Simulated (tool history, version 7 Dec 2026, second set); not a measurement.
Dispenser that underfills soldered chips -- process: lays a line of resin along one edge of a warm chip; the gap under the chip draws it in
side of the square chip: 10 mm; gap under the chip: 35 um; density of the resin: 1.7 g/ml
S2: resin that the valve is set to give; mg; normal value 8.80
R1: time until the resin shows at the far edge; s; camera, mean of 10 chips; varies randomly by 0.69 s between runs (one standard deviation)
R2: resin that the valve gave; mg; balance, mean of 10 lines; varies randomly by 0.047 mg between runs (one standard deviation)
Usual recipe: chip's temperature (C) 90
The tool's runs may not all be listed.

run 1 hour=0.0 | chip's_temperature_(C)=90 S2=8.80 | R1=76.0 R2=8.06
run 2 hour=3.2 | chip's_temperature_(C)=90 S2=8.80 | R1=88.1 R2=7.97
run 3 hour=6.4 | chip's_temperature_(C)=90 S2=8.80 | R1=69.2 R2=8.16
run 4 hour=10.1 | chip's_temperature_(C)=90 S2=8.80 | R1=81.6 R2=8.09
run 5 hour=17.3 | chip's_temperature_(C)=90 S2=8.80 | R1=76.5 R2=8.07
run 6 hour=24.1 | chip's_temperature_(C)=90 S2=8.80 | R1=69.4 R2=7.99
run 7 hour=28.0 | chip's_temperature_(C)=90 S2=8.80 | R1=84.1 R2=7.96
run 8 hour=33.9 | chip's_temperature_(C)=90 S2=8.80 | R1=75.2 R2=8.01
run 9 hour=38.6 | chip's_temperature_(C)=100 S2=8.80 | R1=68.3 R2=7.93
run 10 hour=46.5 | chip's_temperature_(C)=100 S2=8.89 | R1=59.0 R2=8.90
run 11 hour=53.3 | chip's_temperature_(C)=80 S2=10.13 | R1=107.5 R2=10.10
run 12 hour=57.0 | chip's_temperature_(C)=91 S2=9.19 | R1=89.8 R2=9.23
run 13 hour=60.8 | chip's_temperature_(C)=103 S2=8.94 | R1=48.2 R2=8.84
run 14 hour=65.0 | chip's_temperature_(C)=91 S2=8.86 | R1=86.6 R2=8.83
run 15 hour=69.1 | chip's_temperature_(C)=83 S2=8.80 | R1=89.3 R2=8.66
run 16 hour=75.8 | chip's_temperature_(C)=75 S2=7.78 | R1=112.9 R2=7.64
run 17 hour=80.6 | chip's_temperature_(C)=75 S2=7.78 | R1=141.0 R2=7.62
run 18 hour=87.1 | chip's_temperature_(C)=101 S2=7.78 | R1=53.2 R2=7.61
run 19 hour=90.8 | chip's_temperature_(C)=101 S2=7.78 | R1=63.8 R2=7.57
run 20 hour=97.2 | chip's_temperature_(C)=98 S2=8.50 | R1=60.3 R2=8.34

Missing from the log above: 12 entries noted between runs. For each, name the pair of listed runs it sits between and say how the tool's hidden condition differs from the listed run just before to the listed run just after:
After run 2, before run 3: new syringe of resin (hour 4.8)
  resin's viscosity, % of fresh resin's: 137.4 -> 108.1; dose that the valve gives, % of what is set: 92.01 -> 91.87; true chip temperature over the reading, C: -0.59 -> -0.6
  difference, measured minus the result without the unlogged condition, R1: +26.2 -> +7.5 s; R2: -0.70 -> -0.72 mg
After run 4, before run 5: new syringe of resin (hour 13.3)
  resin's viscosity, % of fresh resin's: 127.8 -> 119.2; dose that the valve gives, % of what is set: 91.69 -> 91.35; true chip temperature over the reading, C: -0.61 -> -0.64
  difference, measured minus the result without the unlogged condition, R1: +20.2 -> +14.8 s; R2: -0.73 -> -0.76 mg
After run 5, before run 6: new syringe of resin (hour 22.3)
  resin's viscosity, % of fresh resin's: 119.2 -> 108; dose that the valve gives, % of what is set: 91.35 -> 91.04; true chip temperature over the reading, C: -0.64 -> -0.66
  difference, measured minus the result without the unlogged condition, R1: +14.8 -> +7.8 s; R2: -0.76 -> -0.79 mg
After run 7, before run 8: new syringe of resin (hour 30.8)
  resin's viscosity, % of fresh resin's: 129.3 -> 115.6; dose that the valve gives, % of what is set: 90.85 -> 90.59; true chip temperature over the reading, C: -0.68 -> -0.7
  difference, measured minus the result without the unlogged condition, R1: +21.8 -> +12.9 s; R2: -0.81 -> -0.82 mg
After run 9, before run 10: new syringe of resin (hour 39.4); dispensing valve cleaned and set on the balance (hour 43.4)
  resin's viscosity, % of fresh resin's: 143.8 -> 131.1; dose that the valve gives, % of what is set: 90.35 -> 100.11; true chip temperature over the reading, C: -0.72 -> -0.74
  difference, measured minus the result without the unlogged condition, R1: +22.8 -> +15.0 s; R2: -0.85 -> +0.01 mg
After run 10, before run 11: new syringe of resin (hour 49.0)
  resin's viscosity, % of fresh resin's: 131.1 -> 122.2; dose that the valve gives, % of what is set: 100.11 -> 99.79; true chip temperature over the reading, C: -0.74 -> -0.77
  difference, measured minus the result without the unlogged condition, R1: +15.0 -> +21.8 s; R2: +0.01 -> -0.02 mg
After run 12, before run 13: new syringe of resin (hour 57.8)
  resin's viscosity, % of fresh resin's: 144.8 -> 114.3; dose that the valve gives, % of what is set: 99.6 -> 99.42; true chip temperature over the reading, C: -0.78 -> -0.79
  difference, measured minus the result without the unlogged condition, R1: +29.3 -> +7.1 s; R2: -0.03 -> -0.05 mg
After run 14, before run 15: new syringe of resin (hour 66.5)
  resin's viscosity, % of fresh resin's: 138.9 -> 110.7; dose that the valve gives, % of what is set: 99.21 -> 99.03; true chip temperature over the reading, C: -0.81 -> -0.82
  difference, measured minus the result without the unlogged condition, R1: +25.9 -> +11.0 s; R2: -0.07 -> -0.08 mg
After run 15, before run 16: new syringe of resin (hour 75.4)
  resin's viscosity, % of fresh resin's: 110.7 -> 102.4; dose that the valve gives, % of what is set: 99.03 -> 98.73; true chip temperature over the reading, C: -0.82 -> -0.85
  difference, measured minus the result without the unlogged condition, R1: +11.0 -> +6.3 s; R2: -0.08 -> -0.10 mg
After run 17, before run 18: new syringe of resin (hour 84.1)
  resin's viscosity, % of fresh resin's: 127.8 -> 113.9; dose that the valve gives, % of what is set: 98.49 -> 98.21; true chip temperature over the reading, C: -0.87 -> -0.89
  difference, measured minus the result without the unlogged condition, R1: +34.4 -> +8.0 s; R2: -0.12 -> -0.14 mg
After run 19, before run 20: new syringe of resin (hour 92.7)
  resin's viscosity, % of fresh resin's: 135 -> 120.1; dose that the valve gives, % of what is set: 98.05 -> 97.75; true chip temperature over the reading, C: -0.9 -> -0.93
  difference, measured minus the result without the unlogged condition, R1: +18.0 -> +11.8 s; R2: -0.15 -> -0.19 mg

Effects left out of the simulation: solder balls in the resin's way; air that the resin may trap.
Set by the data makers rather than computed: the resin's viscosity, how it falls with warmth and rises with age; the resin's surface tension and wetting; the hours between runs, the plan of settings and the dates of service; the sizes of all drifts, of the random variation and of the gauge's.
